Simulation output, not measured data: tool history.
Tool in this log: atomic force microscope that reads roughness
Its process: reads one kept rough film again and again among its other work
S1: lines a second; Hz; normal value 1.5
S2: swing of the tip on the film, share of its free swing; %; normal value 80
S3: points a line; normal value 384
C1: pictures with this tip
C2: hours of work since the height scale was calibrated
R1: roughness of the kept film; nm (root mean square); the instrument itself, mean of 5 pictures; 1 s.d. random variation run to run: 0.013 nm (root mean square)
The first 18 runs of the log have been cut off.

run,day,S1,S2,S3,C1,C2,R1
19,43.742,1.5,75,384,117,941,3.122
20,45.988,0.54,75,384,176,969,3.18
21,49.542,1.5,80,384,270,1012,3.096
22,51.954,1.5,80,384,334,1042,3.083
# day 53.704: new tip fitted
23,55.467,1.89,75,500,47,1084,3.113
24,57.908,0.53,78,981,111,1114,3.24
25,61.162,1.37,78,987,197,1154,3.185
26,63.062,2.17,84,604,247,1177,3.006
27,65.858,1.02,80,513,321,1212,3.177
28,68.021,3.44,66,281,378,1238,3.036
# day 68.246: new tip fitted
29,70.267,1.62,71,342,53,1265,3.13
30,73.142,1.5,80,692,129,1301,3.116
31,74.746,1.06,64,276,171,1320,3.138
32,76.483,2.93,64,413,217,1341,3.11
33,77.988,0.74,82,635,257,1360,3.186
34,80.704,1.5,86,281,328,1393,2.99
# day 82.7: new tip fitted
35,83.4,0.78,68,281,18,1426,3.139
36,85.071,1.25,61,703,62,1446,3.245
37,88.496,1.25,61,703,152,1488,3.217
38,89.992,1.5,74,348,192,1507,3.107
39,92.112,1.39,72,474,248,1533,3.152
40,95.079,1.39,72,474,326,1569,3.16
# day 97.108: new tip fitted
41,98.729,1.5,80,625,43,1613,3.127
# day 99.1: height scale calibrated on a step standard
42,100.412,1.27,80,637,86,16,3.143
43,102.1,1.5,80,887,131,37,3.131

3 ways to go on from here, each from the tool as it stands after run 43. What would each give?
A,104.342,2.38,64,657,190,64,?
B,104.342,1.5,86,853,190,64,?
C,104.342,3.79,79,384,190,64,?

run,R1
A,3.174
B,3.085
C,2.91
Take away the tool's hidden state, keep each run's random variation, and the runs would have read:
run,R1
A,3.186
B,3.096
C,2.921
